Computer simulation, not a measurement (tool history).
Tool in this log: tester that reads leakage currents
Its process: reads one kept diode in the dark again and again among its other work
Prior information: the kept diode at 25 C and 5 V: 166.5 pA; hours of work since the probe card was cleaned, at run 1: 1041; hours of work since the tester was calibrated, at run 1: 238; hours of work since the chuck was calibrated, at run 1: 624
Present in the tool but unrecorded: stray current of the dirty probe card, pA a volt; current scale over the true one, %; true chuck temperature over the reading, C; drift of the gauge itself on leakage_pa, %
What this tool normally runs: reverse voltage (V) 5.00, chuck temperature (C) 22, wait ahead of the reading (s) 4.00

| run | hour | reverse voltage (V) | chuck temperature (C) | wait ahead of the reading (s) | hours of work since the probe card was cleaned | hours of work since the tester was calibrated | hours of work since the chuck was calibrated | current that the tester gives (pA) |
|---|---|---|---|---|---|---|---|---|
| 1 | 0.0 | 5.00 | 22 | 4.00 | 1041 | 238 | 624 | 146.49 |
| 2 | 26.6 | 5.00 | 56 | 4.00 | 1054 | 251 | 637 | 2711.41 |
| 3 | 53.2 | 5.00 | 22 | 4.00 | 1066 | 263 | 650 | 148.31 |
| 4 | 72.5 | 5.00 | 22 | 4.00 | 1076 | 272 | 659 | 148.41 |
| 5 | 108.1 | 3.31 | 22 | 4.00 | 1092 | 289 | 676 | 122.20 |
| 6 | 135.2 | 3.31 | 22 | 4.00 | 1105 | 302 | 688 | 123.74 |
| 7 | 161.4 | 3.31 | 22 | 4.00 | 1118 | 315 | 701 | 123.89 |
| 8 | 180.0 | 3.31 | 22 | 4.00 | 1126 | 323 | 710 | 123.32 |
| 9 | 212.0 | 3.31 | 22 | 4.00 | 1142 | 338 | 725 | 124.21 |
|  | 218.2 | probe card cleaned and baked |
| 10 | 249.0 | 3.31 | 22 | 4.00 | 15 | 355 | 741 | 124.76 |
| 11 | 288.6 | 5.00 | 22 | 4.00 | 33 | 373 | 760 | 153.07 |
| 12 | 318.6 | 5.00 | 22 | 4.00 | 48 | 387 | 774 | 153.98 |
| 13 | 353.8 | 5.00 | 22 | 4.00 | 64 | 404 | 790 | 154.04 |
| 14 | 379.1 | 5.00 | 22 | 2.51 | 76 | 416 | 802 | 154.52 |
| 15 | 403.5 | 5.00 | 41 | 4.00 | 88 | 428 | 814 | 839.11 |
| 16 | 442.8 | 1.00 | 22 | 4.00 | 106 | 446 | 832 | 72.83 |
|  | 456.5 | probe card cleaned and baked, once more |
|  | 458.5 | chuck's temperature calibrated |
| 17 | 464.8 | 1.64 | 22 | 4.00 | 3 | 454 | 3 | 75.15 |
| 18 | 502.3 | 2.00 | 22 | 4.00 | 21 | 472 | 21 | 82.76 |
| 19 | 540.7 | 2.00 | 22 | 4.00 | 39 | 490 | 39 | 82.03 |
| 20 | 560.9 | 16.91 | 38 | 0.48 | 48 | 500 | 48 | 964.96 |
| 21 | 598.1 | 16.91 | 38 | 0.48 | 66 | 517 | 66 | 973.59 |
| 22 | 631.2 | 1.30 | 22 | 0.56 | 82 | 533 | 82 | 69.34 |
| 23 | 656.7 | 5.00 | 60 | 4.00 | 94 | 545 | 94 | 3321.98 |
| 24 | 688.4 | 5.00 | 22 | 0.70 | 109 | 560 | 109 | 130.19 |
| 25 | 706.3 | 2.06 | 59 | 4.00 | 117 | 569 | 117 | 2046.68 |
| 26 | 736.7 | 7.21 | 27 | 2.96 | 132 | 583 | 132 | 245.12 |
| 27 | 772.8 | 5.00 | 45 | 0.63 | 149 | 600 | 149 | 1020.95 |
| 28 | 793.3 | 5.00 | 45 | 0.63 | 158 | 610 | 158 | 1018.60 |
| 29 | 825.1 | 2.26 | 34 | 2.39 | 173 | 625 | 173 | 275.00 |
| 30 | 859.1 | 11.77 | 36 | 6.42 | 190 | 641 | 190 | 700.37 |
| 31 | 896.0 | 6.25 | 51 | 0.46 | 207 | 658 | 207 | 1853.65 |
| 32 | 919.5 | 6.25 | 51 | 0.46 | 218 | 669 | 218 | 1859.18 |
| 33 | 947.3 | 2.68 | 22 | 0.74 | 231 | 683 | 231 | 100.03 |

Here are 5 independent what-if runs from the current tool condition. What would each one return?
| A | 966.0 | 19.36 | 31 | 0.67 | 240 | 691 | 240 | ? |
| B | 966.0 | 7.39 | 22 | 0.41 | 240 | 691 | 240 | ? |
| C | 966.0 | 13.29 | 43 | 1.20 | 240 | 691 | 240 | ? |
| D | 966.0 | 5.04 | 22 | 4.00 | 240 | 691 | 240 | ? |
| E | 966.0 | 5.00 | 30 | 4.00 | 240 | 691 | 240 | ? |

| run | current that the tester gives (pA) |
|---|---|
| A | 579.54 |
| B | 163.94 |
| C | 1373.40 |
| D | 132.61 |
| E | 278.69 |
With no hidden state in the tool, these same runs would have given:
| run | current that the tester gives (pA) |
|---|---|
| A | 551.71 |
| B | 155.61 |
| C | 1314.12 |
| D | 125.79 |
| E | 265.52 |
